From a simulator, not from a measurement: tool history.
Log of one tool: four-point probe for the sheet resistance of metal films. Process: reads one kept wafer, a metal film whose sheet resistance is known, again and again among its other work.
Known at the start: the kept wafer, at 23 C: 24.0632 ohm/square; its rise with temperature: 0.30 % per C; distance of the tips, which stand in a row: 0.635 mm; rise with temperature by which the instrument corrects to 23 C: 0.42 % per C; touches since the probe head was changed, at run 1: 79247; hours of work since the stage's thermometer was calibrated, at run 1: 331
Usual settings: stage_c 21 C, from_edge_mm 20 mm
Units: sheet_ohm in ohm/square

| run | hour | stage_c | from_edge_mm | touches since the probe head was changed | hours of work since the stage's thermometer was calibrated | sheet_ohm |
|---|---|---|---|---|---|---|
| 1 | 0.0 | 21 | 20 | 79247 | 331 | 24.107604 |
| 2 | 44.6 | 21 | 20 | 80369 | 350 | 24.107797 |
| 3 | 99.5 | 21 | 20 | 81750 | 373 | 24.103364 |
| 4 | 155.2 | 21 | 20 | 83151 | 397 | 24.114087 |
| 5 | 239.0 | 21 | 20 | 85258 | 432 | 24.106209 |
| 6 | 308.0 | 31 | 8 | 86996 | 461 | 23.886112 |
| 7 | 392.8 | 32 | 23 | 89129 | 497 | 23.785518 |
| 8 | 448.2 | 30 | 14 | 90523 | 521 | 23.871180 |
| 9 | 502.5 | 21 | 72 | 91888 | 544 | 24.095583 |

The next listed run, before its measurement:
| 10 | 570.0 | 21 | 72 | 93586 | 572 | ? |

Run 10 gave sheet_ohm 24.092007 ohm/square.
Without the tool's hidden state the same run would have given sheet_ohm 24.127630 ohm/square.

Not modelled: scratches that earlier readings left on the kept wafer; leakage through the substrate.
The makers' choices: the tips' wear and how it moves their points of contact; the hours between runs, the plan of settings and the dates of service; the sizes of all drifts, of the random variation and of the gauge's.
